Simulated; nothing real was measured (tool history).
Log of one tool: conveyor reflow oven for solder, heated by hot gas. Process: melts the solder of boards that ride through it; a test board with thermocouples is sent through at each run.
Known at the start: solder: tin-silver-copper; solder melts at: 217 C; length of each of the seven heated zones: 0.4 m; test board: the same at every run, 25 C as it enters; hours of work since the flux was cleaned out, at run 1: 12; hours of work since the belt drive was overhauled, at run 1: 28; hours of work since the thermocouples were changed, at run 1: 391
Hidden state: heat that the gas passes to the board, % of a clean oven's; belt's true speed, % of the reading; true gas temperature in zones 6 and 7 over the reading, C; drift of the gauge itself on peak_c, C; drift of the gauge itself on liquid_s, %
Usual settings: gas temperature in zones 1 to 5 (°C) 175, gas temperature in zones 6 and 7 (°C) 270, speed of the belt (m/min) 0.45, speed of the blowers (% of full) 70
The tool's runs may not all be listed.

run,hour,gas temperature in zones 1 to 5 (°C),gas temperature in zones 6 and 7 (°C),speed of the belt (m/min),speed of the blowers (% of full),hours of work since the flux was cleaned out,hours of work since the belt drive was overhauled,hours of work since the thermocouples were changed,highest temperature of the board (°C),time above the solder's melting point (s)
1,0,175,270,0.45,70,12,28,391,255.5,83.8
2,15.7,175,270,0.45,70,23,40,402,255.5,84.1
3,30.1,175,270,0.45,70,33,50,413,255.4,84
4,46.1,181,270,0.45,70,45,61,424,256.2,87.9
5,57.1,175,270,0.45,70,53,69,432,255.3,83.9
6,67.7,175,270,0.45,70,60,77,440,255.2,83.6
7,77.5,175,270,0.45,70,67,84,447,255.1,83.5
8,92.8,175,270,0.45,70,78,95,458,255.3,83.7
9,103.4,175,270,0.45,70,86,102,465,254.9,83.4
10,113.5,175,270,0.45,77,93,110,473,256.8,85.3
11,127.3,175,270,0.45,77,103,120,482,256.3,85.2
12,136.5,175,270,0.45,77,109,126,489,256.1,85.4
13,148,172,270,0.45,70,118,134,497,254.1,81.1
14,160.4,175,270,0.45,58,127,143,506,250.4,78
15,169.7,175,270,0.45,58,133,150,513,251.5,78.3
16,177,175,270,0.45,58,138,155,518,250.6,77.8
17,187.1,175,277,0.45,68,146,162,525,260,87.7
# hour 203.1: flux residue cleaned out of gas plates and filters
18,208.2,175,270,0.443,51,4,174,537,249.4,78
19,219.8,175,262,0.45,75,12,182,545,249.2,79.2
20,231,175,262,0.45,75,20,190,553,249.3,79.3
21,244.3,175,262,0.45,75,30,200,563,248.9,79.5
22,255.3,189,283,0.45,75,37,208,571,270,101.9
23,269.5,171,279,0.45,70,48,218,581,262,88.1
24,285.7,171,279,0.45,70,59,230,592,262.1,88.2
25,301.5,171,279,0.45,70,71,241,604,261.9,87.8
26,309.1,171,279,0.45,70,76,246,609,261.9,88.1
27,324.1,177,279,0.413,70,87,257,620,265.1,102.5
28,338.2,177,279,0.413,70,97,267,630,265.4,101.6
29,347.4,177,279,0.413,70,103,274,637,264.9,101.9
30,360,177,279,0.413,70,113,283,646,265.5,102.2
31,368.1,188,280,0.484,53,118,289,652,258.1,84.3

Hidden state at the last listed run before each entry between runs and at the first one after, where it differs:
Between runs 17 and 18: flux residue cleaned out of gas plates and filters (hour 203.1)
  heat that the gas passes to the board, % of a clean oven's: 94.3 -> 99.2; belt's true speed, % of the reading: 99.46 -> 99.43; true gas temperature in zones 6 and 7 over the reading, C: -0.7 -> -0.73
  measured less the result without the state, highest temperature of the board (°C): -1.7 -> -0.5; time above the solder's melting point (s): -1.2 -> -0.1

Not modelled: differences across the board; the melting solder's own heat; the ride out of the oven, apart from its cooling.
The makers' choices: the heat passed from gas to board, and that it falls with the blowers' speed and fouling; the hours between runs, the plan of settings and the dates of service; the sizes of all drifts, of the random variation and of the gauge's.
